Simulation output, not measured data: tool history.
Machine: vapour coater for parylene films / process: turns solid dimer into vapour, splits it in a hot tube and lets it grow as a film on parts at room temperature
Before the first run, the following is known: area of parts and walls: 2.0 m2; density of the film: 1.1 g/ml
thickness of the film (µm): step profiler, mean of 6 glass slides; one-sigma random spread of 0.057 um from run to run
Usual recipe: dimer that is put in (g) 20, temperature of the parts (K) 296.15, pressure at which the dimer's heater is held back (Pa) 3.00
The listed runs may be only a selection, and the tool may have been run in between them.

run   hour  dimer that is put in (g)  temperature of the parts (K)  pressure at which the dimer's heater is held back (Pa)  thickness of the film (µm)
  1    0.0                        20                        296.15                                                    3.00                        6.54
  2   38.3                        20                        296.15                                                    3.00                        6.39
  3   62.2                        20                        296.15                                                    3.00                        6.37
  4   86.2                        20                        296.15                                                    3.00                        6.37
  5  131.5                        20                        296.15                                                    3.00                        6.32
     179.2  -- table's thermometer calibrated
  6  180.7                        20                        296.15                                                    3.00                        6.04
  7  213.1                        20                        296.15                                                    3.00                        6.05
  8  249.5                        20                        296.15                                                    6.19                        5.32
  9  273.4                        20                        296.15                                                    6.19                        5.24
 10  312.1                        20                        308.15                                                    3.00                        3.74
 11  340.8                        20                        296.15                                                    3.00                        5.84
     348.4  -- trap's valve overhauled
 12  373.6                        20                        296.15                                                    3.00                        5.39
 13  396.6                        20                        296.15                                                    5.55                        4.88
 14  418.9                        15                        305.15                                                    3.00                        2.85
 15  455.3                         8                        292.15                                                    3.00                        2.50
 16  502.8                        25                        305.15                                                    4.89                        4.35
 17  547.6                        20                        293.15                                                    3.00                        6.04
 18  579.1                        25                        295.15                                                   11.72                        5.45
     611.4  -- trap's valve overhauled, once more
 19  631.2                        13                        290.15                                                    9.59                        4.53
 20  676.0                        17                        288.15                                                    3.00                        7.48
 21  697.4                        24                        290.15                                                    2.04                       10.38
 22  725.0                        25                        298.15                                                    3.00                        7.67
 23  745.9                        15                        288.15                                                    7.38                        5.74

Run 24, settings as shown, results not yet in. Your forecast:
 24  790.9                        21                        289.15                                                   11.83                           ?

{"run 24": {"thickness of the film (µm)": 7.22}}
On a tool with no hidden condition, and with the same random variation, this run would have come out at thickness of the film (µm) 7.42.
